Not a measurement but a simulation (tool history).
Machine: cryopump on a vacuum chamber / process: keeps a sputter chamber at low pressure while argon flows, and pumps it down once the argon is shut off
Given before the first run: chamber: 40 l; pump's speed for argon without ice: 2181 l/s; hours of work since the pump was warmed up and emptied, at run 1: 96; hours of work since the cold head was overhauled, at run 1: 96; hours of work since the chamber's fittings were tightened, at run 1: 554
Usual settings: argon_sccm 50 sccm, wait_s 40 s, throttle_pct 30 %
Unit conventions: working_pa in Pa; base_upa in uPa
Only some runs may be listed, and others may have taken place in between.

| run | hour | argon_sccm | wait_s | throttle_pct | hours of work since the pump was warmed up and emptied | hours of work since the cold head was overhauled | hours of work since the chamber's fittings were tightened | working_pa | base_upa |
|---|---|---|---|---|---|---|---|---|---|
| 1 | 0.0 | 50 | 40 | 30 | 96 | 96 | 554 | 0.1319 | 1.69 |
| 2 | 11.6 | 50 | 40 | 30 | 101 | 101 | 559 | 0.1323 | 1.69 |
| 3 | 22.3 | 50 | 40 | 30 | 106 | 106 | 563 | 0.1323 | 1.77 |
| 4 | 34.8 | 50 | 40 | 30 | 111 | 111 | 568 | 0.1314 | 1.76 |
| 5 | 50.0 | 50 | 40 | 30 | 117 | 117 | 575 | 0.1320 | 1.83 |
| 6 | 59.2 | 50 | 40 | 30 | 121 | 121 | 579 | 0.1338 | 1.71 |
| 7 | 73.6 | 50 | 40 | 30 | 127 | 127 | 585 | 0.1307 | 1.76 |
| 8 | 85.0 | 50 | 40 | 30 | 132 | 132 | 589 | 0.1321 | 1.77 |
| 9 | 95.0 | 50 | 40 | 30 | 136 | 136 | 594 | 0.1322 | 1.74 |
| 10 | 108.0 | 50 | 40 | 30 | 141 | 141 | 599 | 0.1323 | 1.73 |
| 11 | 116.5 | 50 | 40 | 30 | 145 | 145 | 603 | 0.1311 | 1.67 |
| 12 | 128.9 | 50 | 152 | 30 | 150 | 150 | 608 | 0.1337 | 0.65 |
| 13 | 139.2 | 50 | 40 | 15 | 154 | 154 | 612 | 0.2620 | 1.70 |
| 14 | 145.8 | 62 | 40 | 30 | 157 | 157 | 615 | 0.1642 | 1.75 |
| 15 | 154.3 | 62 | 40 | 30 | 161 | 161 | 618 | 0.1641 | 1.73 |
| 16 | 164.2 | 62 | 40 | 30 | 165 | 165 | 622 | 0.1639 | 1.75 |
| 17 | 178.5 | 62 | 40 | 30 | 171 | 171 | 628 | 0.1651 | 1.73 |
| 18 | 193.4 | 51 | 247 | 30 | 177 | 177 | 635 | 0.1362 | 0.54 |
| 19 | 205.4 | 29 | 247 | 52 | 182 | 182 | 640 | 0.0454 | 0.56 |
| 20 | 213.2 | 51 | 131 | 18 | 185 | 185 | 643 | 0.2251 | 0.73 |
| 21 | 220.7 | 50 | 42 | 30 | 188 | 188 | 646 | 0.1321 | 1.62 |
| 22 | 232.5 | 50 | 227 | 20 | 193 | 193 | 651 | 0.1976 | 0.60 |
| 23 | 239.3 | 28 | 40 | 53 | 196 | 196 | 654 | 0.0432 | 1.72 |
| 24 | 255.1 | 95 | 267 | 30 | 203 | 203 | 660 | 0.2544 | 0.55 |
| 25 | 270.2 | 71 | 40 | 30 | 209 | 209 | 667 | 0.1893 | 1.83 |
| 26 | 278.3 | 38 | 20 | 47 | 213 | 213 | 670 | 0.0660 | 3.15 |
| 27 | 290.5 | 38 | 20 | 47 | 218 | 218 | 675 | 0.0650 | 3.26 |
| 28 | 302.1 | 38 | 20 | 47 | 223 | 223 | 680 | 0.0670 | 3.15 |
| 29 | 310.8 | 96 | 161 | 23 | 226 | 226 | 684 | 0.3333 | 0.70 |
| 30 | 319.2 | 38 | 85 | 34 | 230 | 230 | 687 | 0.0910 | 0.99 |
| 31 | 332.6 | 54 | 30 | 16 | 235 | 235 | 693 | 0.2676 | 2.20 |
| 32 | 345.7 | 87 | 40 | 33 | 241 | 241 | 698 | 0.2148 | 1.75 |
| 33 | 355.3 | 87 | 40 | 33 | 245 | 245 | 702 | 0.2151 | 1.81 |
| 34 | 363.7 | 87 | 97 | 32 | 248 | 248 | 706 | 0.2185 | 0.90 |

5 ways to go on from here, each from the tool as it stands after run 34. What would each give?
| A | 379.6 | 30 | 232 | 33 | 255 | 255 | 713 | ? | ? |
| B | 379.6 | 81 | 40 | 30 | 255 | 255 | 713 | ? | ? |
| C | 379.6 | 50 | 170 | 18 | 255 | 255 | 713 | ? | ? |
| D | 379.6 | 62 | 40 | 30 | 255 | 255 | 713 | ? | ? |
| E | 379.6 | 87 | 293 | 16 | 255 | 255 | 713 | ? | ? |

| run | working_pa | base_upa |
|---|---|---|
| A | 0.0731 | 0.56 |
| B | 0.2189 | 1.85 |
| C | 0.2214 | 0.65 |
| D | 0.1681 | 1.81 |
| E | 0.4270 | 0.55 |
Stripped of hidden state, with their random variation kept, the same runs would have yielded:
| run | working_pa | base_upa |
|---|---|---|
| A | 0.0699 | 0.36 |
| B | 0.2100 | 1.64 |
| C | 0.2159 | 0.44 |
| D | 0.1613 | 1.60 |
| E | 0.4176 | 0.34 |
